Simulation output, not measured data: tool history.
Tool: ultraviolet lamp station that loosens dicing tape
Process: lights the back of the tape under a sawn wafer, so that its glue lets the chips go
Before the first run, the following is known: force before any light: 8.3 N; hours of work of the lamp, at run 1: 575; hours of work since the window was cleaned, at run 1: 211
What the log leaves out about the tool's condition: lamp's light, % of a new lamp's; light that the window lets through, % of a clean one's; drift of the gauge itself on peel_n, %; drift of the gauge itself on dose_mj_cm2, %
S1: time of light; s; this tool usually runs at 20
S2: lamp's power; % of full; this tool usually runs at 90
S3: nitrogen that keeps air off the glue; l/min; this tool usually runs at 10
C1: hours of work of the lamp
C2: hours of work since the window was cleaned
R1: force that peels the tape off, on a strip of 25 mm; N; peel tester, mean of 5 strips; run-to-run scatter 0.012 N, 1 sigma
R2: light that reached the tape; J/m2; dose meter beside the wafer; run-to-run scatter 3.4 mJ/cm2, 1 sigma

run,hour,S1,S2,S3,C1,C2,R1,R2
1,0.0,20,90,10,575,211,1.435,3470
# hour 27.0: window cleaned of glue's vapour
2,43.8,20,90,10,598,9,1.442,3570
3,90.7,20,90,10,623,34,1.443,3500
4,126.4,20,62,10,642,52,2.523,2360
5,156.9,20,62,10,658,68,2.497,2310
6,189.0,20,62,10,674,85,2.649,2220
7,247.8,20,62,10,705,116,2.764,2180
# hour 296.3: lamp changed
8,296.3,20,62,10,0,141,1.328,3730
9,325.1,30,62,7,15,156,0.766,5490
10,358.4,30,62,7,33,174,0.763,5390
11,405.2,20,83,6,57,198,1.107,4770
12,445.0,35,77,10,78,219,0.263,7570
# hour 457.8: window cleaned of glue's vapour
13,506.1,23,68,11,110,25,0.883,4470
14,543.9,21,61,5,130,45,2.031,3570

For some of the steps in R1 from one run to the next: how much would appear even if the tool had no hidden state, given the settings, what came in and random variation, and how much remains for the hidden state plus any gauge scatter that the measured result and the result without hidden state don't share?
Run 7 -> 8: lamp changed. R1 -1.436 N: hidden state -1.463, all else +0.027.
